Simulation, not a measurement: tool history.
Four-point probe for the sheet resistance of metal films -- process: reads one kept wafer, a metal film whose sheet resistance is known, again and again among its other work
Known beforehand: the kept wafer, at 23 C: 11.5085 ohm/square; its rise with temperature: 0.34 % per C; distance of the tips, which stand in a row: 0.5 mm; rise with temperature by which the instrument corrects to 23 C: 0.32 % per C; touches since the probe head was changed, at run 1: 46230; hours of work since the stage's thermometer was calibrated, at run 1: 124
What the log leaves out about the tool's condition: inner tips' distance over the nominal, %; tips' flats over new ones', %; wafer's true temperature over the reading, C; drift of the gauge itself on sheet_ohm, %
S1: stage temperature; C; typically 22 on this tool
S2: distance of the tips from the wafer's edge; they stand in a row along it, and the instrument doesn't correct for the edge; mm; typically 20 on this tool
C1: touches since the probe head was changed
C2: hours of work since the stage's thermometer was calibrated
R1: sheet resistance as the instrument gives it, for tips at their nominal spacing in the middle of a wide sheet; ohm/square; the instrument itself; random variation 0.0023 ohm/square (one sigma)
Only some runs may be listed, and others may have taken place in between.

| run | hour | S1 | S2 | C1 | C2 | R1 |
|---|---|---|---|---|---|---|
| 1 | 0 | 22 | 20 | 46230 | 124 | 11.510323 |
| 2 | 22.6 | 22 | 20 | 47034 | 141 | 11.508238 |
| 3 | 46.4 | 22 | 20 | 47879 | 159 | 11.507372 |
| 4 | 68.9 | 22 | 4 | 48679 | 176 | 11.601442 |
| 5 | 80.9 | 22 | 4 | 49106 | 185 | 11.600512 |
| 6 | 105 | 22 | 4 | 49963 | 204 | 11.604574 |
| 7 | 129.3 | 22 | 25 | 50826 | 222 | 11.506583 |
| 8 | 154.9 | 22 | 25 | 51738 | 241 | 11.507295 |
| 9 | 175.1 | 22 | 25 | 52454 | 257 | 11.506545 |
| 10 | 193.2 | 22 | 25 | 53096 | 270 | 11.507526 |
| 11 | 211.9 | 22 | 20 | 53762 | 284 | 11.505843 |
| 12 | 228.5 | 22 | 47 | 54353 | 297 | 11.505409 |
| 13 | 251.5 | 20 | 20 | 55171 | 314 | 11.502967 |
| 14 | 277.3 | 30 | 20 | 56086 | 334 | 11.525978 |
| 15 | 299.3 | 30 | 20 | 56869 | 351 | 11.527766 |
| 16 | 322.2 | 34 | 45 | 57684 | 368 | 11.533327 |
| 17 | 339.8 | 30 | 6 | 58309 | 381 | 11.567389 |
| 18 | 362.5 | 19 | 43 | 59115 | 398 | 11.499198 |
| 19 | 380.2 | 19 | 43 | 59744 | 412 | 11.503644 |
| 20 | 397.5 | 19 | 43 | 60359 | 425 | 11.500203 |
|  | 406.6 | new probe head fitted |
| 21 | 421.7 | 32 | 9 | 535 | 442 | 11.546645 |
| 22 | 434.2 | 31 | 74 | 979 | 452 | 11.527479 |
| 23 | 453.6 | 29 | 20 | 1671 | 467 | 11.524651 |
| 24 | 471.6 | 29 | 16 | 2311 | 480 | 11.526717 |
| 25 | 496.7 | 21 | 26 | 3203 | 499 | 11.506236 |
| 26 | 515.1 | 21 | 26 | 3856 | 513 | 11.505015 |
| 27 | 529.4 | 21 | 26 | 4363 | 524 | 11.504348 |
| 28 | 551.1 | 21 | 20 | 5136 | 540 | 11.508576 |

Predict each of these 4 candidate next runs independently; none follows another, all start after run 28:
| A | 561.9 | 21 | 59 | 5519 | 548 | ? |
| B | 561.9 | 21 | 20 | 5519 | 548 | ? |
| C | 561.9 | 25 | 35 | 5519 | 548 | ? |
| D | 561.9 | 31 | 7 | 5519 | 548 | ? |

| run | R1 |
|---|---|
| A | 11.50667 |
| B | 11.507312 |
| C | 11.512561 |
| D | 11.557831 |
What these runs would have given with no unlogged condition in the tool:
| run | R1 |
|---|---|
| A | 11.506273 |
| B | 11.506915 |
| C | 11.512164 |
| D | 11.557433 |
